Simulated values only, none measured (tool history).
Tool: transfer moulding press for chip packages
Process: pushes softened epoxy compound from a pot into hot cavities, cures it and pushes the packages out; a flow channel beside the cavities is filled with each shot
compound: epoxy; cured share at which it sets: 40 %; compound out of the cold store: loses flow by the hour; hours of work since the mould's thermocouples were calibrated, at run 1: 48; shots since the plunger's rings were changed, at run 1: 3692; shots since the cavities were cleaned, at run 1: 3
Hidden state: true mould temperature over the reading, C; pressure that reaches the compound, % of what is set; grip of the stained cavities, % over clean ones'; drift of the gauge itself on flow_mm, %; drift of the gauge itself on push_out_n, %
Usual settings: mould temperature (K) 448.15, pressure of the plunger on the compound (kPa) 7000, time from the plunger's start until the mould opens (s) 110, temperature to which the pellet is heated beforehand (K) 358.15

run    hour  mould temperature (K)  pressure of the plunger on the compound (kPa)  time from the plunger's start until the mould opens (s)  temperature to which the pellet is heated beforehand (K)  hours of work since the mould's thermocouples were calibrated  shots since the plunger's rings were changed  shots since the cavities were cleaned  incoming compound's hours out of the cold store  length that the compound runs in the flow channel (mm)  greatest force on the pins that push the packages out (N)
  1       0                 448.15                                           7000                                                      110                                                    358.15                                                             48                                          3692                                      3                                             29.8                                                     523                                                        435
         76  -- cavities cleaned with cleaning compound and waxed
  2    77.6                 448.15                                           7000                                                      110                                                    358.15                                                             98                                          4457                                     16                                             25.6                                                     535                                                        927
  3   123.9                 448.15                                           8480                                                      110                                                    358.15                                                            128                                          4923                                    482                                                9                                                     620                                                       1038
      154.9  -- cavities cleaned with cleaning compound and waxed
  4   173.7                 448.15                                           5220                                                      110                                                    358.15                                                            160                                          5409                                    189                                               47                                                     419                                                        557
      231.9  -- cavities cleaned with cleaning compound and waxed
  5   259.5                 448.15                                           5220                                                      110                                                    358.15                                                            215                                          6257                                    277                                             14.8                                                     464                                                        693
        306  -- plunger's sealing rings changed
      313.5  -- cavities cleaned with cleaning compound and waxed
  6   320.2                 448.15                                           5220                                                      110                                                    358.15                                                            252                                           128                                     67                                               14                                                     506                                                        519
  7   365.5                 448.15                                           5220                                                      110                                                    358.15                                                            282                                           584                                    523                                             26.2                                                     479                                                        744
      393.9  -- cavities cleaned with cleaning compound and waxed
  8   417.1                 448.15                                           5220                                                      110                                                    358.15                                                            315                                          1088                                    234                                             46.6                                                     434                                                        620
        472  -- cavities cleaned with cleaning compound and waxed
  9   504.6                 448.15                                           5220                                                      110                                                    358.15                                                            371                                          1953                                    328                                             33.8                                                     456                                                        702
      553.1  -- cavities cleaned with cleaning compound and waxed
 10     569                 448.15                                           5220                                                      110                                                    358.15                                                            412                                          2586                                    160                                             35.5                                                     447                                                        585
      587.5  -- cavities cleaned with cleaning compound and waxed, once more
 11   638.7                 448.15                                           5220                                                      110                                                    358.15                                                            457                                          3272                                    515                                             42.4                                                     428                                                        736
      666.6  -- cavities cleaned with cleaning compound and waxed
 12   707.2                 448.15                                           7000                                                      110                                                    355.15                                                            501                                          3946                                    408                                             34.3                                                     506                                                        713
      748.3  -- cavities cleaned with cleaning compound and waxed
 13   764.7                 448.15                                           6400                                                      110                                                    358.15                                                            537                                          4510                                    166                                              8.5                                                     548                                                        570
 14   806.7                 448.15                                           6400                                                      110                                                    358.15                                                            565                                          4932                                    588                                             44.7                                                     459                                                        729
      823.4  -- cavities cleaned with cleaning compound and waxed
 15   892.7                 448.15                                           6400                                                      148                                                    352.15                                                            620                                          5782                                    697                                             47.8                                                     451                                                        637
      899.2  -- cavities cleaned with cleaning compound and waxed
      943.8  -- mould's thermocouples calibrated
 16     951                 453.15                                           8620                                                      116                                                    360.15                                                              5                                          6334                                    502                                             42.4                                                     523                                                        621
      979.6  -- cavities cleaned with cleaning compound and waxed
      992.9  -- plunger's sealing rings changed
 17  1039.5                 448.15                                           7000                                                      106                                                    358.15                                                             60                                           470                                    577                                               44                                                     516                                                        811
     1064.3  -- cavities cleaned with cleaning compound and waxed
 18  1115.3                 449.15                                           7000                                                      109                                                    358.15                                                            109                                          1217                                    513                                               37                                                     521                                                        708
       1142  -- cavities cleaned with cleaning compound and waxed
 19  1159.5                 449.15                                           7000                                                      109                                                    358.15                                                            137                                          1647                                    176                                              9.8                                                     584                                                        588
 20  1205.4                 445.15                                           7900                                                      143                                                    358.15                                                            167                                          2109                                    638                                             27.3                                                     573                                                        688
     1217.5  -- cavities cleaned with cleaning compound and waxed
 21  1287.8                 445.15                                           7900                                                      143                                                    358.15                                                            220                                          2923                                    707                                             40.1                                                     544                                                        679
     1293.2  -- cavities cleaned with cleaning compound and waxed
 22  1340.2                 448.15                                           7000                                                      130                                                    358.15                                                            253                                          3435                                    473                                               37                                                     509                                                        606
       1372  -- cavities cleaned with cleaning compound and waxed
 23  1412.7                 453.15                                           6920                                                      125                                                    367.15                                                            299                                          4149                                    410                                             31.5                                                     504                                                        552
     1447.6  -- cavities cleaned with cleaning compound and waxed
 24  1504.7                 453.15                                           6920                                                      128                                                    367.15                                                            359                                          5060                                    575                                             43.9                                                     475                                                        623
     1527.1  -- cavities cleaned with cleaning compound and waxed
 25  1548.7                 448.15                                           7000                                                      110                                                    349.15                                                            387                                          5488                                    218                                             34.1                                                     503                                                        594
     1606.1  -- cavities cleaned with cleaning compound and waxed
 26  1633.7                 445.15                                           7000                                                      110                                                    352.15                                                            441                                          6327                                    277                                             42.7                                                     486                                                        754

Some steps in length that the compound runs in the flow channel (mm) between neighbouring runs. How much of each would the tool show without its hidden state too (settings, what came in, random variation), and how much is left for the hidden state, with any gauge scatter that isn't in both results?
Run 3 -> 4: pressure of the plunger on the compound (kPa) 8480 -> 5220, cavities cleaned with cleaning compound and waxed. length that the compound runs in the flow channel (mm) -201: hidden state +9, all else -210.
Run 5 -> 6: plunger's sealing rings changed, cavities cleaned with cleaning compound and waxed. length that the compound runs in the flow channel (mm) +42: hidden state +34, all else +8.
Run 13 -> 14: no setting changed, nothing entered. length that the compound runs in the flow channel (mm) -89: hidden state +2, all else -91.
Run 16 -> 17: mould temperature (K) 453.15 -> 448.15, pressure of the plunger on the compound (kPa) 8620 -> 7000, time from the plunger's start until the mould opens (s) 116 -> 106, temperature to which the pellet is heated beforehand (K) 360.15 -> 358.15, cavities cleaned with cleaning compound and waxed, plunger's sealing rings changed. length that the compound runs in the flow channel (mm) -7: hidden state +36, all else -43.

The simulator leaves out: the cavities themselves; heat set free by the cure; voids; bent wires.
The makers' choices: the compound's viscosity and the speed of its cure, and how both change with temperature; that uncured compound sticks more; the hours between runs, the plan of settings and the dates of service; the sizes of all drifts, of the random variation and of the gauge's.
